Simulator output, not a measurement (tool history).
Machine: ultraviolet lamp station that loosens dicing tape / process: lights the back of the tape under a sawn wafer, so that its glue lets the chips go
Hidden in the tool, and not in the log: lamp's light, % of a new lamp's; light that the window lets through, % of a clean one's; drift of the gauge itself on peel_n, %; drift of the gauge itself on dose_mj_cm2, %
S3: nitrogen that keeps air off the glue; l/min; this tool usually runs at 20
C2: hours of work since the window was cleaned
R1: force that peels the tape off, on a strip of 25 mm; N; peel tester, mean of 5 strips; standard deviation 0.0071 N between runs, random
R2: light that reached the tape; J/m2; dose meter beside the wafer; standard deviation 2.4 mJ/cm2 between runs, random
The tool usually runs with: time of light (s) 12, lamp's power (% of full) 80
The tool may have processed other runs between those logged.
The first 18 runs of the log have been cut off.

Run 19, day 21.833: usual settings but time of light (s) 10, S3 9 l/min; hours of work of the lamp 1072; C2 167. Result: R1 0.789 N, R2 2090 J/m2.
Run 20, day 23.296: usual settings but time of light (s) 10, S3 9 l/min; hours of work of the lamp 1096; C2 191. Result: R1 0.737 N, R2 2060 J/m2.
Run 21, day 24.667: usual settings but time of light (s) 13, lamp's power (% of full) 81, S3 39 l/min; hours of work of the lamp 1119; C2 214. Result: R1 0.184 N, R2 2730 J/m2.
Run 22, day 26.046: usual settings but time of light (s) 13, lamp's power (% of full) 81, S3 39 l/min; hours of work of the lamp 1142; C2 237. Result: R1 0.174 N, R2 2690 J/m2.
Run 23, day 27.738: usual settings but time of light (s) 13, lamp's power (% of full) 81, S3 39 l/min; hours of work of the lamp 1171; C2 266. Result: R1 0.174 N, R2 2690 J/m2.
Run 24, day 28.608: usual settings but time of light (s) 13, lamp's power (% of full) 93, S3 10 l/min; hours of work of the lamp 1185; C2 280. Result: R1 0.278 N, R2 3160 J/m2.
Run 25, day 30.242: usual settings but time of light (s) 18, lamp's power (% of full) 84, S3 13 l/min; hours of work of the lamp 1213; C2 308. Result: R1 0.169 N, R2 3850 J/m2.
Run 26, day 31.175: usual settings but lamp's power (% of full) 95, S3 7 l/min; hours of work of the lamp 1229; C2 324. Result: R1 0.417 N, R2 2910 J/m2.
Run 27, day 32.275: usual settings but lamp's power (% of full) 68, S3 10 l/min; hours of work of the lamp 1247; C2 342. Result: R1 0.635 N, R2 2130 J/m2.
Run 28, day 33.762: usual settings but time of light (s) 20, S3 10 l/min; hours of work of the lamp 1272; C2 367. Result: R1 0.188 N, R2 4140 J/m2.
Run 29, day 35.217: usual settings but time of light (s) 15, lamp's power (% of full) 72; hours of work of the lamp 1296; C2 391. Result: R1 0.218 N, R2 2810 J/m2.
Run 30, day 36.721: usual settings but time of light (s) 7, lamp's power (% of full) 90, S3 12 l/min; hours of work of the lamp 1322; C2 417. Result: R1 0.992 N, R2 1610 J/m2.
Run 31, day 37.475: usual settings but time of light (s) 7, lamp's power (% of full) 90, S3 12 l/min; hours of work of the lamp 1334; C2 429. Result: R1 0.955 N, R2 1620 J/m2.
Run 32, day 38.350: usual settings but time of light (s) 21, lamp's power (% of full) 61, S3 12 l/min; hours of work of the lamp 1349; C2 444. Result: R1 0.221 N, R2 3280 J/m2.
Run 33, day 40.038: usual settings but time of light (s) 9, lamp's power (% of full) 66; hours of work of the lamp 1377; C2 472. Result: R1 0.709 N, R2 1490 J/m2.
Run 34, day 41.479: usual settings but time of light (s) 9, lamp's power (% of full) 66; hours of work of the lamp 1402; C2 497. Result: R1 0.707 N, R2 1500 J/m2.
Run 35, day 43.242: usual settings but time of light (s) 9, lamp's power (% of full) 66; hours of work of the lamp 1431; C2 526. Result: R1 0.729 N, R2 1520 J/m2.
Run 36, day 44.400: usual settings but time of light (s) 14, lamp's power (% of full) 63, S3 39 l/min; hours of work of the lamp 1451; C2 546. Result: R1 0.213 N, R2 2290 J/m2.
Run 37, day 45.958: usual settings but lamp's power (% of full) 63, S3 39 l/min; hours of work of the lamp 1477; C2 572. Result: R1 0.263 N, R2 1950 J/m2.
Run 38, day 46.854: usual settings but time of light (s) 9; hours of work of the lamp 1492; C2 587. Result: R1 0.458 N, R2 1840 J/m2.
Run 39, day 47.692: usual settings but time of light (s) 13, lamp's power (% of full) 73, S3 11 l/min; hours of work of the lamp 1506; C2 601. Result: R1 0.415 N, R2 2400 J/m2.

5 ways to go on from here, each from the tool as it stands after run 39. What would each give?
Run A, day 48.854: usual settings but time of light (s) 24, lamp's power (% of full) 91, S3 16 l/min; hours of work of the lamp 1525; C2 620. Result: R1 ?, R2 ?.
Run B, day 48.854: usual settings but S3 25 l/min; hours of work of the lamp 1525; C2 620. Result: R1 ?, R2 ?.
Run C, day 48.854: usual settings but time of light (s) 17, lamp's power (% of full) 86, S3 11 l/min; hours of work of the lamp 1525; C2 620. Result: R1 ?, R2 ?.
Run D, day 48.854: usual settings but time of light (s) 10, lamp's power (% of full) 97, S3 11 l/min; hours of work of the lamp 1525; C2 620. Result: R1 ?, R2 ?.
Run E, day 48.854: usual settings but time of light (s) 7, lamp's power (% of full) 73, S3 15 l/min; hours of work of the lamp 1525; C2 620. Result: R1 ?, R2 ?.

run     R1    R2
  A  0.164  5640
  B  0.221  2450
  C  0.201  3770
  D  0.413  2530
  E  1.245  1310
Without the tool's hidden state the same runs would have given:
run     R1    R2
  A  0.164  5660
  B  0.219  2460
  C  0.200  3790
  D  0.408  2540
  E  1.234  1320
